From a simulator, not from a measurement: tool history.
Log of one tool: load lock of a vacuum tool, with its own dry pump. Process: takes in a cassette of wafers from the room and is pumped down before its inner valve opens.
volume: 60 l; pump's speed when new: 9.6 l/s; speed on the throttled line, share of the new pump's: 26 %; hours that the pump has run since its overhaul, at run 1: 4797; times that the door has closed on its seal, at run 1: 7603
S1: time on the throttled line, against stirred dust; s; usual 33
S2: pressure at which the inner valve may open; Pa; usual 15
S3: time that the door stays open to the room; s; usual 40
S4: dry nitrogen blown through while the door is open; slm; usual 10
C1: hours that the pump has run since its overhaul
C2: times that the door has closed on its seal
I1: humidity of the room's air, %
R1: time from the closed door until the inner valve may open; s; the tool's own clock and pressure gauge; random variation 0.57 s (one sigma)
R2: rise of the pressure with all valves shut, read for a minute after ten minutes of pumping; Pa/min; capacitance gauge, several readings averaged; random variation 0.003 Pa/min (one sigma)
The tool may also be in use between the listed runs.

run,hour,S1,S2,S3,S4,C1,C2,I1,R1,R2
1,0,33,15,40,10,4797,7603,43.4,82.9,0.077
2,543.9,33,15,40,10,5341,8739,43.9,83.3,0.087
3,863.7,33,25,40,10,5660,9407,44.3,78.9,0.094
4,1423.8,33,15,29,10,6220,10577,47,82.8,0.111
5,2092.3,24,15,29,10,6889,11973,45.2,77.7,0.122
6,2511.1,24,15,29,10,7308,12848,48.8,77.5,0.14
7,3114.7,33,19,40,10,7911,14108,41.9,82.1,0.165
8,3428.3,33,19,40,10,8225,14763,43.6,84,0.165
9,4007.7,33,19,40,10,8804,15973,42.2,83.3,0.194
10,4461.8,33,19,40,10,9258,16922,46.9,83,0.203
11,4916.4,33,15,119,10,9713,17871,43.9,85.7,0.238
12,5308.4,33,15,40,10,10105,18690,43.3,85.3,0.23
13,5633.7,20,15,40,10,10430,19369,44.8,77.6,0.253
14,5934.6,20,15,119,10,10731,19997,44.2,78,0.27
15,6424.5,20,15,119,10,11221,21021,44.6,76.8,0.293
16,6825.9,20,15,119,10,11623,21859,43.6,77.9,0.315
17,7321.1,20,18,119,10,12118,22893,44.7,77,0.34
# hour 7774.5: door's seal changed, seat wiped
18,7925.3,31,15,40,10,12720,315,47.3,85,0.027
19,8485.2,61,25,238,5,13280,1484,42,103.9,0.051
20,8874.8,29,15,212,10,13670,2298,44.7,85.6,0.053
21,9252,29,15,212,10,14047,3086,44.7,85.1,0.053
22,9934.3,45,12,68,10,14729,4510,43.3,98.1,0.05
23,10357.4,45,12,68,10,15153,5394,44.5,99,0.054
24,10995.7,33,14,40,39,15791,6727,43.9,90.6,0.058
25,11454.9,58,14,40,39,16250,7686,44.6,105.7,0.064
26,11910.2,33,15,40,18,16705,8637,41.2,89.7,0.079
27,12299,33,24,40,10,17094,9449,47.6,85.9,0.096
28,12682.9,33,24,40,10,17478,10251,45,87.5,0.101
29,13126.6,25,24,40,13,17922,11177,43.2,81.7,0.109
30,13636.8,25,24,40,13,18432,12243,42.2,81.3,0.129
# hour 14129.5: dry pump taken out, an overhauled one fitted
31,14288.9,33,25,39,10,159,13593,44.9,76.8,0.151
32,14690.5,33,15,32,10,561,14431,42.4,80,0.157
33,14989.2,17,13,32,11,860,15055,45.5,68.8,0.169
34,15546.7,17,13,32,11,1417,16219,46.5,69,0.194
35,16170.5,32,11,64,7,2041,17522,46.7,82.4,0.223
36,16564.5,35,11,98,7,2435,18345,43,84.1,0.237

Forecast each of these 5 alternatives for the next run:
A,17023.4,21,11,98,32,2894,19303,46.8,?,?
B,17023.4,32,15,40,10,2894,19303,45.5,?,?
C,17023.4,31,15,64,28,2894,19303,43.1,?,?
D,17023.4,35,11,98,25,2894,19303,45,?,?
E,17023.4,29,23,112,7,2894,19303,44.9,?,?

run,R1,R2
A,74.1,0.247
B,80.7,0.247
C,80.3,0.241
D,83.6,0.257
E,75.3,0.262
Without the tool's hidden state the same runs would have given:
run,R1,R2
A,73.1,0.019
B,79.9,0.021
C,79.5,0.016
D,82.8,0.027
E,74.5,0.033

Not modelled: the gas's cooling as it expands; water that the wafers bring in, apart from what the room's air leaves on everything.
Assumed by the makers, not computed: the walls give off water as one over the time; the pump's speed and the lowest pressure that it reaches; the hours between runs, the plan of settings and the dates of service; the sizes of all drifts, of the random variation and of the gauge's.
